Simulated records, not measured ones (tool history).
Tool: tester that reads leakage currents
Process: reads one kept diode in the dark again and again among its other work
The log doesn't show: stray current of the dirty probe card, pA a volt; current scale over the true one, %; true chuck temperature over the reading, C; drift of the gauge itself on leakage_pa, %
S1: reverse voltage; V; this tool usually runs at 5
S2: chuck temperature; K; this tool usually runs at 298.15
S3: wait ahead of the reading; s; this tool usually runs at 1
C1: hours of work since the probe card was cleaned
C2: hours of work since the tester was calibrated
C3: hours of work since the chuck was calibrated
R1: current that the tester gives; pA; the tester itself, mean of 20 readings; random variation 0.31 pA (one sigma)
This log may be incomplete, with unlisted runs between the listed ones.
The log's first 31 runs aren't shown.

{"run": 32, "day": 101.825, "S1": 1.76, "S2": 316.15, "S3": 1.16, "C1": 3588, "C2": 2847, "C3": 801, "R1": 315.29}
{"run": 33, "day": 104.15, "S1": 1.76, "S2": 316.15, "S3": 1.16, "C1": 3610, "C2": 2869, "C3": 824, "R1": 316.16}
{"run": 34, "day": 107.983, "S1": 1.76, "S2": 316.15, "S3": 1.16, "C1": 3647, "C2": 2906, "C3": 861, "R1": 318.62}
{"run": 35, "day": 112.25, "S1": 5, "S2": 304.15, "S3": 2.18, "C1": 3688, "C2": 2947, "C3": 902, "R1": 169.18}
{"run": 36, "day": 116.233, "S1": 1.81, "S2": 306.15, "S3": 2.81, "C1": 3726, "C2": 2985, "C3": 940, "R1": 131.23}
{"run": 37, "day": 119.838, "S1": 4.32, "S2": 294.15, "S3": 1, "C1": 3761, "C2": 3020, "C3": 975, "R1": 63.2}
{"run": 38, "day": 124.762, "S1": 3.33, "S2": 298.15, "S3": 0.74, "C1": 3808, "C2": 3067, "C3": 1022, "R1": 81.9}
{"run": 39, "day": 129.833, "S1": 19.74, "S2": 299.15, "S3": 0.69, "C1": 3857, "C2": 3116, "C3": 1071, "R1": 203.79}

Here are 4 independent what-if runs from the current tool condition. What would each one return?
{"run": "A", "day": 133.079, "S1": 18.27, "S2": 330.15, "S3": 3.77, "C1": 3888, "C2": 3147, "C3": 1102, "R1": "?"}
{"run": "B", "day": 133.079, "S1": 5, "S2": 305.15, "S3": 1, "C1": 3888, "C2": 3147, "C3": 1102, "R1": "?"}
{"run": "C", "day": 133.079, "S1": 2.35, "S2": 320.15, "S3": 2.11, "C1": 3888, "C2": 3147, "C3": 1102, "R1": "?"}
{"run": "D", "day": 133.079, "S1": 2.7, "S2": 296.15, "S3": 0.69, "C1": 3888, "C2": 3147, "C3": 1102, "R1": "?"}

run=A R1=2665.61
run=B R1=185.64
run=C R1=493.71
run=D R1=61.66
What these runs would have given with no unlogged condition in the tool:
run=A R1=2796.96
run=B R1=194.33
run=C R1=520.41
run=D R1=64.15
